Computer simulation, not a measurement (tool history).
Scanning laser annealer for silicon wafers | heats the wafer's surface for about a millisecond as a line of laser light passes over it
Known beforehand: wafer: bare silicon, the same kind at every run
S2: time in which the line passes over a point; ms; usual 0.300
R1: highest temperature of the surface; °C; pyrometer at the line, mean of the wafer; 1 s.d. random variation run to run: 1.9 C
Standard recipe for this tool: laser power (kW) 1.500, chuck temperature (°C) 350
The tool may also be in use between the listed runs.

run 1 hour=0.0 | laser_power_(kW)=1.500 S2=0.300 chuck_temperature_(°C)=350 | R1=1150
run 2 hour=5.9 | laser_power_(kW)=1.500 S2=0.300 chuck_temperature_(°C)=350 | R1=1151
run 3 hour=10.3 | laser_power_(kW)=1.500 S2=0.286 chuck_temperature_(°C)=350 | R1=1128
run 4 hour=15.0 | laser_power_(kW)=1.500 S2=0.300 chuck_temperature_(°C)=350 | R1=1149
run 5 hour=21.4 | laser_power_(kW)=1.343 S2=0.300 chuck_temperature_(°C)=350 | R1=1044
run 6 hour=28.8 | laser_power_(kW)=1.343 S2=0.300 chuck_temperature_(°C)=350 | R1=1049
run 7 hour=33.1 | laser_power_(kW)=1.500 S2=0.367 chuck_temperature_(°C)=370 | R1=1266
run 8 hour=42.0 | laser_power_(kW)=1.314 S2=0.367 chuck_temperature_(°C)=326 | R1=1091
run 9 hour=47.1 | laser_power_(kW)=1.292 S2=0.231 chuck_temperature_(°C)=379 | R1=951
run 10 hour=51.8 | laser_power_(kW)=1.292 S2=0.231 chuck_temperature_(°C)=379 | R1=950
run 11 hour=56.0 | laser_power_(kW)=1.390 S2=0.340 chuck_temperature_(°C)=383 | R1=1164

Alternative continuations, all from the tool just after run 11; predict every row:
run A hour=63.7 | laser_power_(kW)=1.500 S2=0.328 chuck_temperature_(°C)=354 | R1=?
run B hour=63.7 | laser_power_(kW)=1.500 S2=0.300 chuck_temperature_(°C)=365 | R1=?
run C hour=63.7 | laser_power_(kW)=1.390 S2=0.291 chuck_temperature_(°C)=383 | R1=?

run=A R1=1193
run=B R1=1161
run=C R1=1097
What these runs would have given with no unlogged condition in the tool:
run=A R1=1217
run=B R1=1185
run=C R1=1117

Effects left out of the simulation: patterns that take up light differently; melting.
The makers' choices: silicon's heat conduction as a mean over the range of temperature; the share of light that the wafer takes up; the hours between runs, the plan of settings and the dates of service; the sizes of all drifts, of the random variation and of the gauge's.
